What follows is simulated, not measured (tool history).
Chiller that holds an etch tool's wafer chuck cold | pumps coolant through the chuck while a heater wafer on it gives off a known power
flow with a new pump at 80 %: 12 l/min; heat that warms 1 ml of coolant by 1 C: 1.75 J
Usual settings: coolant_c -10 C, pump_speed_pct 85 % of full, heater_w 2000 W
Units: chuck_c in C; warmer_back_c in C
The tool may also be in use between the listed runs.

run	hour	coolant_c	pump_speed_pct	heater_w	chuck_c	warmer_back_c
1	0	-10	85	2000	13.2	5.74
2	117.8	-13	85	2000	10.3	5.81
3	194.2	-10	85	2000	13.2	5.81
4	289.8	-10	85	2000	13.4	5.86
5	365.9	-10	85	2000	13.6	5.73
6	484.8	-10	84	2000	14	5.88
# hour 608.3: coolant changed, channels flushed
7	629.1	-10	84	2000	8.8	5.93
8	770.4	-6	84	2000	12.9	5.91
9	906.1	-10	85	1738	6.3	5.11
10	1016.6	-10	85	2304	12.1	6.78
11	1155.8	-10	85	1177	1.5	3.46
12	1301.7	-10	85	2000	9.3	5.91
13	1434.2	-10	85	2000	9.6	6.02
14	1571.9	-10	62	2000	16.3	8.55
15	1646.8	-10	62	2000	16.4	8.63
16	1784.4	-10	85	2000	9.9	5.99
17	1900.8	-10	85	2000	10	5.98
18	2020.8	-14	71	1295	1.5	4.8
# hour 2118: chiller's thermometer calibrated
19	2133.4	-14	62	2334	17.2	10.03
20	2214.5	-14	62	2334	17.3	10.14
21	2314.4	-5	62	1932	20.9	8.4
22	2407.6	-10	63	1598	11.3	6.87
23	2507.6	-10	63	1598	11.2	6.84
24	2663.5	-19	85	1561	-3	4.76
25	2733.4	-19	85	1561	-2.9	4.77
26	2885.6	-10	90	1561	5.4	4.48
27	2979.5	-10	90	2361	13.3	6.77
28	3068.6	-11	85	1964	9.6	6.06
29	3219.9	-11	85	1964	9.9	6.11
30	3336.4	-6	87	1607	10.9	4.88
31	3481.7	-11	74	2273	16.5	8.26

Measured less the same run without the tool's hidden state. The same run-to-run variation is in both; the gauge's scatter may not be:
The hidden state here: heat passed by the chuck's channels, % of clean ones'; flow at a given pump speed, % of a new pump's; coolant's true temperature over the reading, C; drift of the gauge itself on chuck_c, C; drift of the gauge itself on warmer_back_c, C.
run	chuck_c	warmer_back_c
1	+6	+0.43
2	+6.1	+0.45
3	+6.3	+0.46
4	+6.3	+0.47
5	+6.4	+0.48
6	+6.8	+0.5
7	+1.6	+0.51
8	+1.7	+0.53
9	+1.7	+0.47
10	+2.3	+0.64
11	+1.3	+0.34
12	+2.3	+0.59
13	+2.4	+0.61
14	+3.3	+0.9
15	+3.4	+0.91
16	+2.8	+0.66
17	+2.9	+0.67
18	+2.4	+0.54
19	+4.3	+1.17
20	+4.5	+1.19
21	+3.9	+1
22	+3.2	+0.83
23	+3.3	+0.84
24	+2.7	+0.6
25	+2.7	+0.6
26	+2.7	+0.58
27	+4.1	+0.9
28	+3.8	+0.81
29	+3.9	+0.83
30	+3.3	+0.67
31	+5.5	+1.17
